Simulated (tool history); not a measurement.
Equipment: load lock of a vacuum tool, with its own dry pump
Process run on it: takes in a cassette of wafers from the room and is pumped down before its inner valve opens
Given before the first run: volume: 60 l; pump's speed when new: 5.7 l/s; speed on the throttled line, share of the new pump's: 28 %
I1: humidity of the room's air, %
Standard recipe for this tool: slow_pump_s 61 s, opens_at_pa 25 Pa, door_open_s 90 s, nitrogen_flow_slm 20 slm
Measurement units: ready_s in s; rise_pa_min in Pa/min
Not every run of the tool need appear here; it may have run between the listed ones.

Run 1, hour 0: usual settings; I1 46.2. Result: ready_s 133.5 s, rise_pa_min 0.084 Pa/min.
Run 2, hour 93.4: usual settings but opens_at_pa 26 Pa; I1 46. Result: ready_s 135.5 s, rise_pa_min 0.082 Pa/min.
Run 3, hour 197.9: usual settings but opens_at_pa 26 Pa; I1 45.1. Result: ready_s 136.8 s, rise_pa_min 0.087 Pa/min.
Run 4, hour 285: usual settings but slow_pump_s 37 s; I1 47.8. Result: ready_s 117.2 s, rise_pa_min 0.084 Pa/min.
Run 5, hour 356.7: usual settings but slow_pump_s 37 s; I1 42.4. Result: ready_s 117.6 s, rise_pa_min 0.083 Pa/min.
Run 6, hour 473.5: usual settings but slow_pump_s 37 s; I1 42.6. Result: ready_s 118.3 s, rise_pa_min 0.077 Pa/min.
Run 7, hour 591.9: usual settings; I1 43.6. Result: ready_s 136 s, rise_pa_min 0.086 Pa/min.
Run 8, hour 705.1: usual settings; I1 44.7. Result: ready_s 135 s, rise_pa_min 0.084 Pa/min.
Run 9, hour 807.8: usual settings; I1 44.8. Result: ready_s 136 s, rise_pa_min 0.087 Pa/min.
Run 10, hour 888.7: usual settings; I1 45.7. Result: ready_s 135.3 s, rise_pa_min 0.092 Pa/min.
Run 11, hour 968.4: usual settings; I1 48.3. Result: ready_s 135.5 s, rise_pa_min 0.086 Pa/min.
Run 12, hour 1076: usual settings; I1 47.2. Result: ready_s 135.8 s, rise_pa_min 0.089 Pa/min.
Run 13, hour 1134.6: usual settings; I1 45.5. Result: ready_s 135.3 s, rise_pa_min 0.083 Pa/min.
Run 14, hour 1247.4: usual settings but nitrogen_flow_slm 19 slm; I1 45.9. Result: ready_s 134.3 s, rise_pa_min 0.09 Pa/min.
Run 15, hour 1321.7: usual settings but nitrogen_flow_slm 19 slm; I1 48.3. Result: ready_s 136.1 s, rise_pa_min 0.091 Pa/min.
Run 16, hour 1405.1: usual settings but nitrogen_flow_slm 19 slm; I1 43.5. Result: ready_s 136.9 s, rise_pa_min 0.097 Pa/min.
Run 17, hour 1470.6: usual settings but slow_pump_s 122 s, opens_at_pa 23 Pa; I1 47.3. Result: ready_s 182.6 s, rise_pa_min 0.093 Pa/min.
Run 18, hour 1594.1: usual settings but slow_pump_s 122 s, opens_at_pa 23 Pa; I1 43.6. Result: ready_s 179.6 s, rise_pa_min 0.093 Pa/min.
Run 19, hour 1708: usual settings but opens_at_pa 42 Pa, door_open_s 81 s; I1 42.8. Result: ready_s 131.4 s, rise_pa_min 0.091 Pa/min.
Run 20, hour 1813.2: usual settings but slow_pump_s 84 s, opens_at_pa 29 Pa, door_open_s 32 s; I1 39.3. Result: ready_s 150.6 s, rise_pa_min 0.072 Pa/min.
Run 21, hour 1890.5: usual settings but slow_pump_s 49 s; I1 47.3. Result: ready_s 128.2 s, rise_pa_min 0.098 Pa/min.
Run 22, hour 1973.9: usual settings but door_open_s 80 s; I1 47.3. Result: ready_s 136.6 s, rise_pa_min 0.097 Pa/min.
Run 23, hour 2036.7: usual settings but door_open_s 80 s; I1 43.8. Result: ready_s 135.2 s, rise_pa_min 0.086 Pa/min.
Run 24, hour 2153.5: usual settings but slow_pump_s 109 s, opens_at_pa 48 Pa, door_open_s 44 s, nitrogen_flow_slm 5 slm; I1 44.4. Result: ready_s 164.2 s, rise_pa_min 0.097 Pa/min.
Run 25, hour 2216.3: usual settings but slow_pump_s 51 s; I1 43.5. Result: ready_s 129.5 s, rise_pa_min 0.095 Pa/min.
Run 26, hour 2327.8: usual settings but slow_pump_s 65 s, opens_at_pa 22 Pa, door_open_s 115 s, nitrogen_flow_slm 6 slm; I1 46.7. Result: ready_s 138.3 s, rise_pa_min 0.124 Pa/min.
Run 27, hour 2398: usual settings but slow_pump_s 65 s, opens_at_pa 22 Pa, door_open_s 115 s, nitrogen_flow_slm 6 slm; I1 47. Result: ready_s 140.2 s, rise_pa_min 0.128 Pa/min.
Run 28, hour 2459: usual settings but slow_pump_s 43 s, opens_at_pa 26 Pa, door_open_s 35 s, nitrogen_flow_slm 6 slm; I1 42.9. Result: ready_s 122.6 s, rise_pa_min 0.093 Pa/min.
Run 29, hour 2512.3: usual settings but slow_pump_s 84 s, opens_at_pa 19 Pa, door_open_s 37 s, nitrogen_flow_slm 28 slm; I1 44.9. Result: ready_s 154.2 s, rise_pa_min 0.079 Pa/min.
Run 30, hour 2574.9: usual settings but opens_at_pa 33 Pa, nitrogen_flow_slm 37 slm; I1 42.6. Result: ready_s 133.3 s, rise_pa_min 0.084 Pa/min.
Run 31, hour 2690.8: usual settings but slow_pump_s 49 s, door_open_s 25 s; I1 43.2. Result: ready_s 127.7 s, rise_pa_min 0.081 Pa/min.

Difference, measured minus no-hidden-state, one row per run. Run-to-run variation is common to both terms; the gauge's own scatter need not be:
Hidden state present: pump's speed, % of a new pump's; leak at the door's seal, Pa l/s; drift of the gauge itself on ready_s, %; drift of the gauge itself on rise_pa_min, %.
run  ready_s  rise_pa_min
  1     +3.1       +0.025
  2     +3.2       +0.026
  3     +3.3       +0.026
  4     +3.6       +0.027
  5     +3.7       +0.027
  6     +3.8       +0.028
  7     +3.6       +0.029
  8     +3.7       +0.029
  9     +3.7       +0.031
 10     +3.7       +0.031
 11     +3.8       +0.031
 12     +3.9       +0.033
 13     +3.9       +0.033
 14     +3.9       +0.034
 15     +4.1       +0.034
 16     +4.2       +0.035
 17     +3.2       +0.036
 18     +3.3       +0.037
 19       +4       +0.038
 20     +3.9       +0.038
 21     +4.6        +0.04
 22     +4.6       +0.041
 23     +4.6       +0.041
 24     +3.4       +0.041
 25     +4.9       +0.042
 26     +4.7       +0.043
 27     +4.8       +0.044
 28     +5.2       +0.044
 29     +4.6       +0.044
 30     +4.9       +0.045
 31     +5.2       +0.047

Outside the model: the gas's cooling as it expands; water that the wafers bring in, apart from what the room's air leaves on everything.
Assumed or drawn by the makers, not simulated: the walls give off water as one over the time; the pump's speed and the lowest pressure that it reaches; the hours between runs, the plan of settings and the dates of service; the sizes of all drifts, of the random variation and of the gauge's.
